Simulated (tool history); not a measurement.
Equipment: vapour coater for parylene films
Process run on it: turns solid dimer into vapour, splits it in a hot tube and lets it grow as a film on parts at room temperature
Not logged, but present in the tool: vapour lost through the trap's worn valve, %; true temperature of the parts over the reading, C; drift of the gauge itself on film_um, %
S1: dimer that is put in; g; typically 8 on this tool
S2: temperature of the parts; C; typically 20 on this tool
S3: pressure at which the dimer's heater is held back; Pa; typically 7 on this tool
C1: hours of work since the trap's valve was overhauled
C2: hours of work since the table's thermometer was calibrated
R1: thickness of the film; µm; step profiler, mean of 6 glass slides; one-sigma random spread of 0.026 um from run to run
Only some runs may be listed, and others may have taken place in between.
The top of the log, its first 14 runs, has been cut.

-- day=11.492 table's thermometer calibrated, once more
run 15 day=11.804 | S1=8 S2=20 S3=7 | C1=228 C2=4 | R1=2.11
run 16 day=12.475 | S1=6 S2=20 S3=7 | C1=236 C2=12 | R1=1.63
run 17 day=13.654 | S1=6 S2=20 S3=7 | C1=250 C2=26 | R1=1.61
run 18 day=14.325 | S1=6 S2=20 S3=7 | C1=258 C2=34 | R1=1.58
run 19 day=15.058 | S1=8 S2=14 S3=7 | C1=267 C2=43 | R1=2.69
run 20 day=15.979 | S1=8 S2=14 S3=7 | C1=278 C2=54 | R1=2.65
run 21 day=17.075 | S1=4 S2=14 S3=7 | C1=291 C2=68 | R1=1.29
run 22 day=17.8 | S1=4 S2=14 S3=7 | C1=300 C2=76 | R1=1.34
-- day=18.742 trap's valve overhauled
run 23 day=19.158 | S1=4 S2=14 S3=7 | C1=5 C2=91 | R1=1.5
run 24 day=20.225 | S1=8 S2=14 S3=7 | C1=18 C2=104 | R1=2.91
run 25 day=20.933 | S1=6 S2=29 S3=7 | C1=27 C2=112 | R1=1.22
run 26 day=21.571 | S1=5 S2=32 S3=7 | C1=34 C2=120 | R1=0.89
run 27 day=22.646 | S1=5 S2=32 S3=7 | C1=47 C2=133 | R1=0.89
run 28 day=23.729 | S1=4 S2=31 S3=3.04 | C1=60 C2=146 | R1=0.84
run 29 day=24.417 | S1=4 S2=31 S3=3.04 | C1=69 C2=154 | R1=0.81
run 30 day=25.646 | S1=8 S2=13 S3=2.19 | C1=84 C2=169 | R1=3.4
run 31 day=26.6 | S1=8 S2=23 S3=10.94 | C1=95 C2=181 | R1=1.87
run 32 day=27.8 | S1=8 S2=16 S3=7.06 | C1=110 C2=195 | R1=2.59

Run 33, settings as shown, results not yet in. Your forecast:
run 33 day=28.579 | S1=7 S2=26 S3=5.43 | C1=119 C2=205 | R1=?

{"run 33": {"R1": 1.58}}
Had the tool carried no hidden state, the very same run would have given R1 1.67 µm.
